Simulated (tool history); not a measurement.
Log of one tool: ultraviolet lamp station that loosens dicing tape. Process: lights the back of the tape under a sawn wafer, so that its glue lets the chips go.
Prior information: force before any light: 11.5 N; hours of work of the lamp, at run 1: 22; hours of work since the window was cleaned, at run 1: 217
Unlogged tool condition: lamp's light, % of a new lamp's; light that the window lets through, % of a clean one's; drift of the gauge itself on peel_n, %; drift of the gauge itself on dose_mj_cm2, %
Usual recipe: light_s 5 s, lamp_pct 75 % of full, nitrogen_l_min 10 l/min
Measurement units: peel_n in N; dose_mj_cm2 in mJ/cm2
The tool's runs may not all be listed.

run  hour  light_s  lamp_pct  nitrogen_l_min  hours of work of the lamp  hours of work since the window was cleaned  peel_n  dose_mj_cm2
  1   0.0        5        75              10                         22                                         217   0.630          495
  2   4.3        5        75              17                         25                                         220   0.471          487
  3  12.8        5        75              17                         30                                         226   0.440          495
  4  18.0        5        75              17                         34                                         229   0.450          493
  5  27.5        5        75              17                         40                                         235   0.470          490
  6  33.8        5        75              10                         44                                         239   0.614          489
  7  40.2        5        75              10                         48                                         244   0.653          475
  8  48.5        5        75              10                         54                                         249   0.669          477
  9  53.7        9        75              10                         57                                         253   0.256          869
 10  62.5        9        75              10                         63                                         258   0.256          853
 11  66.7        5        75              10                         66                                         261   0.669          472
 12  76.1        5        61              14                         72                                         267   0.858          384
 13  80.6        4        81               8                         75                                         270   1.075          406
 14  86.9        6        63               8                         79                                         275   0.785          479
 15  92.5        6        63               8                         83                                         278   0.789          473

What would each run have given without the hidden state, its run-to-run variation left as it was?
run  peel_n  dose_mj_cm2
  1   0.519          542
  2   0.396          534
  3   0.363          544
  4   0.369          543
  5   0.384          542
  6   0.487          544
  7   0.517          531
  8   0.525          534
  9   0.239          975
 10   0.237          961
 11   0.516          533
 12   0.651          435
 13   0.820          462
 14   0.587          546
 15   0.588          541

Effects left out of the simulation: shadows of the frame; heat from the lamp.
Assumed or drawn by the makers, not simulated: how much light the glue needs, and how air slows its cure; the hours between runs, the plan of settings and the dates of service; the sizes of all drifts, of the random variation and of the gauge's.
